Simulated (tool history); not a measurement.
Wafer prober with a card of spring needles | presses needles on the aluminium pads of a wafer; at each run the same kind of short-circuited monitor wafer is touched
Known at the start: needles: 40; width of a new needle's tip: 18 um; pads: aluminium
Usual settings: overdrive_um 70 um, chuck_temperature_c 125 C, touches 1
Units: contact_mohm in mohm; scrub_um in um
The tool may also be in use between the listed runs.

Run 1, hour 0: usual settings. Result: contact_mohm 187 mohm, scrub_um 18.09 um.
At hour 3.9: tips cleaned on abrasive film.
At hour 35.7: tips cleaned on abrasive film.
Run 2, hour 50.8: usual settings. Result: contact_mohm 179 mohm, scrub_um 18.01 um.
At hour 65: tips cleaned on abrasive film.
At hour 93.8: tips cleaned on abrasive film.
Run 3, hour 101.1: usual settings but overdrive_um 62 um. Result: contact_mohm 167 mohm, scrub_um 15.84 um.
At hour 125.5: tips cleaned on abrasive film.
At hour 156.8: tips cleaned on abrasive film.
Run 4, hour 156.8: usual settings but overdrive_um 62 um. Result: contact_mohm 133 mohm, scrub_um 15.83 um.
At hour 185: tips cleaned on abrasive film.
At hour 216.4: tips cleaned on abrasive film.
Run 5, hour 231.7: usual settings but overdrive_um 62 um. Result: contact_mohm 190 mohm, scrub_um 15.78 um.
At hour 248.2: tips cleaned on abrasive film.
At hour 276.6: tips cleaned on abrasive film.
Run 6, hour 284.6: usual settings but overdrive_um 62 um. Result: contact_mohm 168 mohm, scrub_um 15.81 um.
At hour 306: tips cleaned on abrasive film.
At hour 336.8: tips cleaned on abrasive film.
Run 7, hour 342.1: usual settings. Result: contact_mohm 154 mohm, scrub_um 17.81 um.
At hour 368.1: tips cleaned on abrasive film.
Run 8, hour 376.9: usual settings. Result: contact_mohm 170 mohm, scrub_um 17.79 um.
At hour 401.5: tips cleaned on abrasive film.
At hour 435: tips cleaned on abrasive film.
Run 9, hour 446.4: usual settings. Result: contact_mohm 170 mohm, scrub_um 17.7 um.
At hour 465.4: tips cleaned on abrasive film.
At hour 495.8: tips cleaned on abrasive film.
Run 10, hour 509.1: usual settings. Result: contact_mohm 178 mohm, scrub_um 17.62 um.
At hour 525.4: tips cleaned on abrasive film.
At hour 556.1: tips cleaned on abrasive film.
Run 11, hour 577.2: usual settings but overdrive_um 85 um, chuck_temperature_c 70 C. Result: contact_mohm 160 mohm, scrub_um 21.56 um.
At hour 586.4: tips cleaned on abrasive film.
Run 12, hour 611.1: usual settings but overdrive_um 85 um, chuck_temperature_c 64 C. Result: contact_mohm 166 mohm, scrub_um 21.43 um.
At hour 615.4: tips cleaned on abrasive film.
At hour 647.9: tips cleaned on abrasive film.
Run 13, hour 660.4: usual settings but chuck_temperature_c 39 C, touches 2. Result: contact_mohm 145 mohm, scrub_um 17.56 um.
At hour 677.4: tips cleaned on abrasive film.
At hour 710: tips cleaned on abrasive film.
At hour 725.7: height of the first contact set anew.
Run 14, hour 727.5: usual settings but overdrive_um 54 um, chuck_temperature_c 28 C, touches 3. Result: contact_mohm 151 mohm, scrub_um 14.02 um.
At hour 743.5: tips cleaned on abrasive film.
At hour 773.6: tips cleaned on abrasive film.
Run 15, hour 787.3: usual settings but chuck_temperature_c 121 C, touches 2. Result: contact_mohm 157 mohm, scrub_um 18.15 um.
At hour 801.9: tips cleaned on abrasive film.
At hour 830.7: tips cleaned on abrasive film.
Run 16, hour 833.4: usual settings but overdrive_um 61 um, chuck_temperature_c 26 C. Result: contact_mohm 142 mohm, scrub_um 15.72 um.
At hour 859.6: tips cleaned on abrasive film.
At hour 893.7: tips cleaned on abrasive film.
Run 17, hour 897.9: usual settings but overdrive_um 52 um, chuck_temperature_c 48 C, touches 3. Result: contact_mohm 138 mohm, scrub_um 13.39 um.
At hour 924.2: tips cleaned on abrasive film.
Run 18, hour 931.2: usual settings but overdrive_um 52 um, chuck_temperature_c 48 C, touches 3. Result: contact_mohm 142 mohm, scrub_um 13.31 um.

Forecast each of these 4 alternatives for the next run:
At hour 955.8: tips cleaned on abrasive film.
Run A, hour 972.9: usual settings. Result: contact_mohm ?, scrub_um ?.
At hour 955.8: tips cleaned on abrasive film.
Run B, hour 972.9: usual settings but touches 2. Result: contact_mohm ?, scrub_um ?.
At hour 955.8: tips cleaned on abrasive film.
Run C, hour 972.9: usual settings but overdrive_um 51 um, chuck_temperature_c 37 C, touches 3. Result: contact_mohm ?, scrub_um ?.
At hour 955.8: tips cleaned on abrasive film.
Run D, hour 972.9: usual settings but overdrive_um 71 um, chuck_temperature_c 72 C, touches 2. Result: contact_mohm ?, scrub_um ?.

run  contact_mohm  scrub_um
  A           182     18.01
  B           163     17.97
  C           158     13.07
  D           153     18.26
Without the tool's hidden state the same runs would have given:
run  contact_mohm  scrub_um
  A           123     18.19
  B           127     18.16
  C           115     13.26
  D           115     18.45
